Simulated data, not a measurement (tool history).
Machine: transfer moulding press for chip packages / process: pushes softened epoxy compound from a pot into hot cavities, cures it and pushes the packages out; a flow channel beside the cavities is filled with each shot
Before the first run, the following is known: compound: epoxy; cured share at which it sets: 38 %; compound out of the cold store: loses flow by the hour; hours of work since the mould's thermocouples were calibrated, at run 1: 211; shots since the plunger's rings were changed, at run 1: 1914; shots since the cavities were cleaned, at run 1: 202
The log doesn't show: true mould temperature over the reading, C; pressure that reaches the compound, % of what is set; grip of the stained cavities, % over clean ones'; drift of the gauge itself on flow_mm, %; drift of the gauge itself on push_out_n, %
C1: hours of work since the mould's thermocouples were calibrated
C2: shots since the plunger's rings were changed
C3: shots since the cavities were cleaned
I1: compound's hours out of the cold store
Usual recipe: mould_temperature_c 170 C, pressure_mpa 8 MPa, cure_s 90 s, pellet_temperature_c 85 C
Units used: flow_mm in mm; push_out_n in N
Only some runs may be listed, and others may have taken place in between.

{"run": 1, "hour": 0.0, "mould_temperature_c": 170, "pressure_mpa": 8, "cure_s": 90, "pellet_temperature_c": 85, "C1": 211, "C2": 1914, "C3": 202, "I1": 36.2, "flow_mm": 495, "push_out_n": 308}
{"run": 2, "hour": 19.3, "mould_temperature_c": 170, "pressure_mpa": 8, "cure_s": 90, "pellet_temperature_c": 85, "C1": 223, "C2": 2156, "C3": 444, "I1": 15.9, "flow_mm": 533, "push_out_n": 395}
{"hour": 41.4, "done": "cavities cleaned with cleaning compound and waxed"}
{"run": 3, "hour": 41.5, "mould_temperature_c": 170, "pressure_mpa": 8, "cure_s": 90, "pellet_temperature_c": 85, "C1": 237, "C2": 2415, "C3": 2, "I1": 46.2, "flow_mm": 462, "push_out_n": 252}
{"run": 4, "hour": 63.7, "mould_temperature_c": 170, "pressure_mpa": 8, "cure_s": 90, "pellet_temperature_c": 85, "C1": 251, "C2": 2693, "C3": 280, "I1": 10.9, "flow_mm": 541, "push_out_n": 355}
{"run": 5, "hour": 81.0, "mould_temperature_c": 170, "pressure_mpa": 8, "cure_s": 90, "pellet_temperature_c": 85, "C1": 263, "C2": 2909, "C3": 496, "I1": 24.5, "flow_mm": 505, "push_out_n": 383}
{"run": 6, "hour": 94.7, "mould_temperature_c": 170, "pressure_mpa": 8, "cure_s": 90, "pellet_temperature_c": 85, "C1": 272, "C2": 3081, "C3": 668, "I1": 16.5, "flow_mm": 520, "push_out_n": 426}
{"hour": 97.5, "done": "cavities cleaned with cleaning compound and waxed"}
{"run": 7, "hour": 117.7, "mould_temperature_c": 170, "pressure_mpa": 8, "cure_s": 90, "pellet_temperature_c": 85, "C1": 286, "C2": 3351, "C3": 253, "I1": 21.1, "flow_mm": 512, "push_out_n": 356}
{"run": 8, "hour": 132.9, "mould_temperature_c": 170, "pressure_mpa": 8, "cure_s": 90, "pellet_temperature_c": 85, "C1": 296, "C2": 3541, "C3": 443, "I1": 10.6, "flow_mm": 529, "push_out_n": 402}
{"run": 9, "hour": 144.9, "mould_temperature_c": 170, "pressure_mpa": 8, "cure_s": 90, "pellet_temperature_c": 85, "C1": 303, "C2": 3691, "C3": 593, "I1": 45.3, "flow_mm": 441, "push_out_n": 382}
{"hour": 154.6, "done": "cavities cleaned with cleaning compound and waxed"}
{"run": 10, "hour": 157.1, "mould_temperature_c": 170, "pressure_mpa": 8, "cure_s": 90, "pellet_temperature_c": 85, "C1": 310, "C2": 3826, "C3": 32, "I1": 20.7, "flow_mm": 508, "push_out_n": 293}
{"run": 11, "hour": 170.2, "mould_temperature_c": 170, "pressure_mpa": 8, "cure_s": 90, "pellet_temperature_c": 85, "C1": 319, "C2": 3990, "C3": 196, "I1": 26.4, "flow_mm": 491, "push_out_n": 337}
{"run": 12, "hour": 183.1, "mould_temperature_c": 170, "pressure_mpa": 8, "cure_s": 90, "pellet_temperature_c": 85, "C1": 327, "C2": 4151, "C3": 357, "I1": 35.2, "flow_mm": 462, "push_out_n": 342}
{"run": 13, "hour": 206.6, "mould_temperature_c": 170, "pressure_mpa": 8, "cure_s": 90, "pellet_temperature_c": 80, "C1": 343, "C2": 4446, "C3": 652, "I1": 40.1, "flow_mm": 450, "push_out_n": 399}
{"hour": 211.6, "done": "cavities cleaned with cleaning compound and waxed"}
{"run": 14, "hour": 229.2, "mould_temperature_c": 170, "pressure_mpa": 8, "cure_s": 90, "pellet_temperature_c": 85, "C1": 356, "C2": 4710, "C3": 220, "I1": 31.6, "flow_mm": 472, "push_out_n": 337}
{"run": 15, "hour": 243.8, "mould_temperature_c": 170, "pressure_mpa": 6.64, "cure_s": 76, "pellet_temperature_c": 85, "C1": 366, "C2": 4893, "C3": 403, "I1": 14.8, "flow_mm": 460, "push_out_n": 578}
{"hour": 268.7, "done": "cavities cleaned with cleaning compound and waxed"}
{"run": 16, "hour": 269.8, "mould_temperature_c": 168, "pressure_mpa": 6.03, "cure_s": 87, "pellet_temperature_c": 80, "C1": 382, "C2": 5200, "C3": 13, "I1": 21.2, "flow_mm": 423, "push_out_n": 354}
{"run": 17, "hour": 283.1, "mould_temperature_c": 168, "pressure_mpa": 6.03, "cure_s": 87, "pellet_temperature_c": 80, "C1": 391, "C2": 5367, "C3": 180, "I1": 22.2, "flow_mm": 421, "push_out_n": 419}
{"run": 18, "hour": 301.0, "mould_temperature_c": 168, "pressure_mpa": 6.03, "cure_s": 87, "pellet_temperature_c": 80, "C1": 402, "C2": 5591, "C3": 404, "I1": 37.9, "flow_mm": 383, "push_out_n": 451}
{"hour": 325.7, "done": "cavities cleaned with cleaning compound and waxed"}
{"run": 19, "hour": 325.9, "mould_temperature_c": 167, "pressure_mpa": 6.44, "cure_s": 121, "pellet_temperature_c": 91, "C1": 418, "C2": 5885, "C3": 3, "I1": 38.2, "flow_mm": 398, "push_out_n": 208}
{"hour": 333.1, "done": "plunger's sealing rings changed"}
{"run": 20, "hour": 347.9, "mould_temperature_c": 167, "pressure_mpa": 8.12, "cure_s": 121, "pellet_temperature_c": 84, "C1": 430, "C2": 186, "C3": 247, "I1": 23.7, "flow_mm": 542, "push_out_n": 260}
{"run": 21, "hour": 363.6, "mould_temperature_c": 170, "pressure_mpa": 6.6, "cure_s": 111, "pellet_temperature_c": 93, "C1": 441, "C2": 383, "C3": 444, "I1": 47.8, "flow_mm": 428, "push_out_n": 276}
{"run": 22, "hour": 378.5, "mould_temperature_c": 165, "pressure_mpa": 8.8, "cure_s": 90, "pellet_temperature_c": 87, "C1": 450, "C2": 569, "C3": 630, "I1": 23.4, "flow_mm": 561, "push_out_n": 561}
{"hour": 384.7, "done": "cavities cleaned with cleaning compound and waxed"}
{"run": 23, "hour": 398.5, "mould_temperature_c": 165, "pressure_mpa": 8.8, "cure_s": 90, "pellet_temperature_c": 87, "C1": 462, "C2": 801, "C3": 173, "I1": 34.4, "flow_mm": 534, "push_out_n": 434}
{"run": 24, "hour": 416.4, "mould_temperature_c": 169, "pressure_mpa": 9.26, "cure_s": 84, "pellet_temperature_c": 89, "C1": 474, "C2": 1025, "C3": 397, "I1": 43.9, "flow_mm": 519, "push_out_n": 420}
{"run": 25, "hour": 431.6, "mould_temperature_c": 169, "pressure_mpa": 7.65, "cure_s": 84, "pellet_temperature_c": 78, "C1": 484, "C2": 1216, "C3": 588, "I1": 37.6, "flow_mm": 482, "push_out_n": 510}
{"hour": 442.4, "done": "cavities cleaned with cleaning compound and waxed"}
{"run": 26, "hour": 453.0, "mould_temperature_c": 173, "pressure_mpa": 8, "cure_s": 101, "pellet_temperature_c": 89, "C1": 497, "C2": 1466, "C3": 133, "I1": 22.8, "flow_mm": 522, "push_out_n": 238}
{"run": 27, "hour": 465.4, "mould_temperature_c": 176, "pressure_mpa": 8, "cure_s": 90, "pellet_temperature_c": 88, "C1": 505, "C2": 1621, "C3": 288, "I1": 12.7, "flow_mm": 535, "push_out_n": 280}
{"hour": 485.8, "done": "mould's thermocouples calibrated"}
{"run": 28, "hour": 489.0, "mould_temperature_c": 176, "pressure_mpa": 8, "cure_s": 90, "pellet_temperature_c": 83, "C1": 2, "C2": 1891, "C3": 558, "I1": 37, "flow_mm": 474, "push_out_n": 304}

4 ways to go on from here, each from the tool as it stands after run 28. What would each give?
{"hour": 501.9, "done": "cavities cleaned with cleaning compound and waxed"}
{"run": "A", "hour": 511.2, "mould_temperature_c": 176, "pressure_mpa": 8, "cure_s": 90, "pellet_temperature_c": 93, "C1": 16, "C2": 2150, "C3": 116, "I1": 34.2, "flow_mm": "?", "push_out_n": "?"}
{"hour": 501.9, "done": "cavities cleaned with cleaning compound and waxed"}
{"run": "B", "hour": 511.2, "mould_temperature_c": 170, "pressure_mpa": 9.98, "cure_s": 90, "pellet_temperature_c": 90, "C1": 16, "C2": 2150, "C3": 116, "I1": 47.1, "flow_mm": "?", "push_out_n": "?"}
{"hour": 501.9, "done": "cavities cleaned with cleaning compound and waxed"}
{"run": "C", "hour": 511.2, "mould_temperature_c": 170, "pressure_mpa": 7.75, "cure_s": 90, "pellet_temperature_c": 85, "C1": 16, "C2": 2150, "C3": 116, "I1": 22.5, "flow_mm": "?", "push_out_n": "?"}
{"hour": 501.9, "done": "cavities cleaned with cleaning compound and waxed"}
{"run": "D", "hour": 511.2, "mould_temperature_c": 173, "pressure_mpa": 8, "cure_s": 92, "pellet_temperature_c": 82, "C1": 16, "C2": 2150, "C3": 116, "I1": 22.8, "flow_mm": "?", "push_out_n": "?"}

run=A flow_mm=476 push_out_n=225
run=B flow_mm=517 push_out_n=272
run=C flow_mm=511 push_out_n=303
run=D flow_mm=507 push_out_n=241
What these runs would have given with no unlogged condition in the tool:
run=A flow_mm=499 push_out_n=196
run=B flow_mm=540 push_out_n=238
run=C flow_mm=534 push_out_n=266
run=D flow_mm=531 push_out_n=210

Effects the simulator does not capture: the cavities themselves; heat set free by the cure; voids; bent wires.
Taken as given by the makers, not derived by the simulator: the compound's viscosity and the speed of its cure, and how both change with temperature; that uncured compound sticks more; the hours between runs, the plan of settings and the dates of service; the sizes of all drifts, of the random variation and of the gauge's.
